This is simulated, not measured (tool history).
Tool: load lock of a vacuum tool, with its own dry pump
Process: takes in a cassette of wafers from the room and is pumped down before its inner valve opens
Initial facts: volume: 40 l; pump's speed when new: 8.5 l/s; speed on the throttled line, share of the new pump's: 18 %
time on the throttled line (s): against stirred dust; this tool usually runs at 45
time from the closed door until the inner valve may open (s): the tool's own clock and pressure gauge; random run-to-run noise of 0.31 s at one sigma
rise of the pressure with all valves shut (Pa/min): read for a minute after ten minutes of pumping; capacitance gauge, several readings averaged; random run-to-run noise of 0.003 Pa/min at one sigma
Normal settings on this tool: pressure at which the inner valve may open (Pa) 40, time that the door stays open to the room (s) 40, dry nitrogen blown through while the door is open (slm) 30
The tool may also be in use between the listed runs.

run	hour	time on the throttled line (s)	pressure at which the inner valve may open (Pa)	time that the door stays open to the room (s)	dry nitrogen blown through while the door is open (slm)	incoming humidity of the room's air, %	time from the closed door until the inner valve may open (s)	rise of the pressure with all valves shut (Pa/min)
1	0.0	45	40	40	30	47.9	75.9	0.057
2	199.6	45	40	40	30	43.1	77.1	0.062
3	420.2	45	50	40	30	46.3	75.7	0.062
4	580.9	45	50	40	30	46.0	75.1	0.063
5	775.3	31	40	40	30	44.8	65.3	0.063
6	878.6	45	33	40	30	46.6	77.6	0.063
7	1029.2	45	40	40	30	44.8	76.4	0.064
8	1171.0	45	40	40	30	42.3	76.6	0.068
9	1366.1	45	40	40	30	43.9	76.4	0.069
10	1563.4	45	74	40	30	46.6	73.9	0.070
11	1678.6	45	74	40	30	41.5	73.1	0.070
12	1843.6	61	40	40	30	42.8	89.6	0.071
13	2056.3	61	40	40	30	45.4	89.6	0.074
14	2179.2	45	36	40	30	47.1	77.7	0.072
15	2299.5	45	36	40	30	42.7	77.6	0.077
16	2487.3	45	36	40	30	43.2	78.2	0.081
17	2599.9	45	40	86	30	44.6	76.7	0.095
18	2692.1	45	40	40	30	47.8	77.3	0.082
19	2835.0	45	40	40	30	44.4	77.3	0.087
20	2998.8	45	40	40	5	47.8	77.2	0.114
21	3201.7	50	75	32	5	44.9	78.7	0.110
22	3418.9	50	40	40	30	41.8	81.5	0.090
23	3509.5	45	52	40	10	47.1	76.3	0.110
24	3683.7	45	52	40	10	42.0	76.3	0.106
25	3852.1	47	32	142	10	43.3	80.9	0.151
26	4040.7	81	41	40	7	46.1	106.1	0.126
27	4249.2	45	63	62	30	48.4	75.8	0.115
28	4469.8	45	63	62	30	46.2	75.4	0.111
29	4665.9	46	40	137	28	45.9	78.9	0.136
30	4786.1	65	42	59	31	45.2	93.7	0.113
31	4959.7	23	38	56	30	46.4	60.7	0.118
32	5117.7	23	40	40	30	46.6	60.3	0.118
33	5286.8	23	40	40	30	44.6	60.8	0.114
34	5486.0	45	40	59	11	44.3	78.7	0.143
35	5638.4	45	45	40	30	45.5	78.1	0.120
36	5839.5	59	55	40	33	44.3	87.9	0.121
37	6009.8	59	76	161	33	41.8	86.1	0.147

3 options for the next run, each taken on its own from the tool as it stands now. Forecast them:
A	6214.2	35	76	59	30	43.9	?	?
B	6214.2	38	76	30	10	46.5	?	?
C	6214.2	24	76	161	10	43.0	?	?

run	time from the closed door until the inner valve may open (s)	rise of the pressure with all valves shut (Pa/min)
A	67.4	0.138
B	69.6	0.140
C	58.2	0.192
Had the tool no hidden state, the same runs would have come out as:
run	time from the closed door until the inner valve may open (s)	rise of the pressure with all valves shut (Pa/min)
A	63.0	0.030
B	65.3	0.032
C	53.5	0.085
